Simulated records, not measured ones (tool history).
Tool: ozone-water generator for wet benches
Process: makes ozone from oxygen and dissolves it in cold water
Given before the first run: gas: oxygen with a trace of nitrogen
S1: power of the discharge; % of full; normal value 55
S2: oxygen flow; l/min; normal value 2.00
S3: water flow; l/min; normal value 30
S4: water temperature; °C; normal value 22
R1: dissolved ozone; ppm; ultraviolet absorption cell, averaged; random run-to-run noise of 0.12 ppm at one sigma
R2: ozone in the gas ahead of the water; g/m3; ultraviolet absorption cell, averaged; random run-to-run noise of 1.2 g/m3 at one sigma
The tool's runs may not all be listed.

Run 1, hour 0.0: usual settings. Result: R1 9.4 ppm, R2 215.1 g/m3.
Run 2, hour 81.8: usual settings. Result: R1 9.1 ppm, R2 214.4 g/m3.
Run 3, hour 171.1: usual settings. Result: R1 9.6 ppm, R2 217.5 g/m3.
Run 4, hour 247.9: usual settings. Result: R1 9.4 ppm, R2 214.2 g/m3.
Run 5, hour 325.0: usual settings. Result: R1 9.4 ppm, R2 213.8 g/m3.
Run 6, hour 392.4: usual settings. Result: R1 9.3 ppm, R2 216.7 g/m3.
Run 7, hour 461.5: usual settings but S4 19 °C. Result: R1 9.5 ppm, R2 214.8 g/m3.
Run 8, hour 554.7: usual settings but S3 20 l/min. Result: R1 13.6 ppm, R2 215.7 g/m3.
Run 9, hour 666.5: usual settings but S3 20 l/min. Result: R1 13.4 ppm, R2 214.9 g/m3.
Run 10, hour 758.6: usual settings but S3 20 l/min. Result: R1 13.6 ppm, R2 215.0 g/m3.
Run 11, hour 875.3: usual settings but S3 20 l/min. Result: R1 13.4 ppm, R2 214.3 g/m3.
Run 12, hour 982.2: usual settings but S2 2.37 l/min, S3 19 l/min, S4 21 °C. Result: R1 14.7 ppm, R2 192.7 g/m3.
Run 13, hour 1098.1: usual settings but S1 95 % of full, S2 3.32 l/min, S3 19 l/min, S4 21 °C. Result: R1 23.9 ppm, R2 252.7 g/m3.
Run 14, hour 1170.4: usual settings but S1 95 % of full, S2 1.05 l/min, S3 27 l/min, S4 17 °C. Result: R1 14.3 ppm, R2 511.0 g/m3.
Run 15, hour 1270.2: usual settings but S1 91 % of full, S2 1.70 l/min, S3 31 l/min. Result: R1 13.2 ppm, R2 364.7 g/m3.
Run 16, hour 1342.8: usual settings but S1 91 % of full, S2 1.70 l/min, S3 31 l/min. Result: R1 13.3 ppm, R2 366.1 g/m3.
Run 17, hour 1453.5: usual settings but S1 91 % of full, S2 1.70 l/min, S3 31 l/min. Result: R1 13.2 ppm, R2 364.6 g/m3.
Run 18, hour 1570.5: usual settings but S1 54 % of full, S2 1.62 l/min, S4 28 °C. Result: R1 8.2 ppm, R2 238.3 g/m3.
Run 19, hour 1673.9: usual settings but S1 77 % of full, S3 24 l/min, S4 21 °C. Result: R1 15.2 ppm, R2 286.2 g/m3.
Run 20, hour 1726.5: usual settings but S2 3.20 l/min. Result: R1 9.8 ppm, R2 159.4 g/m3.
Run 21, hour 1796.7: usual settings but S2 3.20 l/min. Result: R1 9.7 ppm, R2 160.9 g/m3.
Run 22, hour 1865.4: usual settings but S1 93 % of full, S2 1.02 l/min, S3 26 l/min, S4 19 °C. Result: R1 14.2 ppm, R2 505.4 g/m3.

Hidden state or all else? Some run-to-run changes of R1, split into what the settings, what came in and random variation would give without the hidden state, and what is left for the hidden state (with any gauge scatter that isn't in both results):
Hidden state present: yield of the discharge, % of new electrodes'; contactor's efficiency, % of a clean one's; true water temperature over the reading, C; drift of the gauge itself on ozone_ppm, %; drift of the gauge itself on gas_g_m3, %.
Run 12 -> 13: S1 55 -> 95, S2 2.37 -> 3.32. R1 +9.2 ppm: hidden state -0.5, all else +9.7.
Run 13 -> 14: S2 3.32 -> 1.05, S3 19 -> 27, S4 21 -> 17. R1 -9.6 ppm: hidden state +0.3, all else -9.9.
